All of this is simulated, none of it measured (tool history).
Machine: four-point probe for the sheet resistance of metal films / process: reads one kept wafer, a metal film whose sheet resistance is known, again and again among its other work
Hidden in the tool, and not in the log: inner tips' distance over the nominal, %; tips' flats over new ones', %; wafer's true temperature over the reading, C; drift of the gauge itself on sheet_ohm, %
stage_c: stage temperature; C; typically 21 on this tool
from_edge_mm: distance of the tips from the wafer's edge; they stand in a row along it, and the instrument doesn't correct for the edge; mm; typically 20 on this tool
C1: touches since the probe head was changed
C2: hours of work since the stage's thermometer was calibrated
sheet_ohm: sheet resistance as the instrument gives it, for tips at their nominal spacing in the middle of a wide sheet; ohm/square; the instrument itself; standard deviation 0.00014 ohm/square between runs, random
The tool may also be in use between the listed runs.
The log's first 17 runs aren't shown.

run 18 hour=216.3 | stage_c=21 from_edge_mm=22 | C1=34053 C2=307 | sheet_ohm=0.690645
run 19 hour=231.3 | stage_c=21 from_edge_mm=22 | C1=34473 C2=318 | sheet_ohm=0.690511
run 20 hour=246.8 | stage_c=22 from_edge_mm=44 | C1=34908 C2=330 | sheet_ohm=0.690580
run 21 hour=257.9 | stage_c=24 from_edge_mm=44 | C1=35221 C2=338 | sheet_ohm=0.690947
run 22 hour=272.1 | stage_c=34 from_edge_mm=5 | C1=35619 C2=349 | sheet_ohm=0.695730
run 23 hour=287.5 | stage_c=35 from_edge_mm=7 | C1=36051 C2=360 | sheet_ohm=0.693829
run 24 hour=298.2 | stage_c=35 from_edge_mm=7 | C1=36350 C2=368 | sheet_ohm=0.694369
run 25 hour=307.8 | stage_c=18 from_edge_mm=5 | C1=36622 C2=375 | sheet_ohm=0.693793
run 26 hour=317.7 | stage_c=29 from_edge_mm=5 | C1=36899 C2=383 | sheet_ohm=0.695266
run 27 hour=328.6 | stage_c=22 from_edge_mm=3 | C1=37205 C2=391 | sheet_ohm=0.700935
run 28 hour=338.3 | stage_c=25 from_edge_mm=5 | C1=37476 C2=398 | sheet_ohm=0.694925
run 29 hour=354.2 | stage_c=25 from_edge_mm=5 | C1=37924 C2=410 | sheet_ohm=0.694710
run 30 hour=367.7 | stage_c=25 from_edge_mm=12 | C1=38302 C2=420 | sheet_ohm=0.691737

Run 31 comes next. What will it give?
run 31 hour=380.4 | stage_c=25 from_edge_mm=12 | C1=38658 C2=430 | sheet_ohm=?

Run 31 produced sheet_ohm 0.691969 ohm/square.
With no hidden state in the tool, this same run would have given sheet_ohm 0.691856 ohm/square.
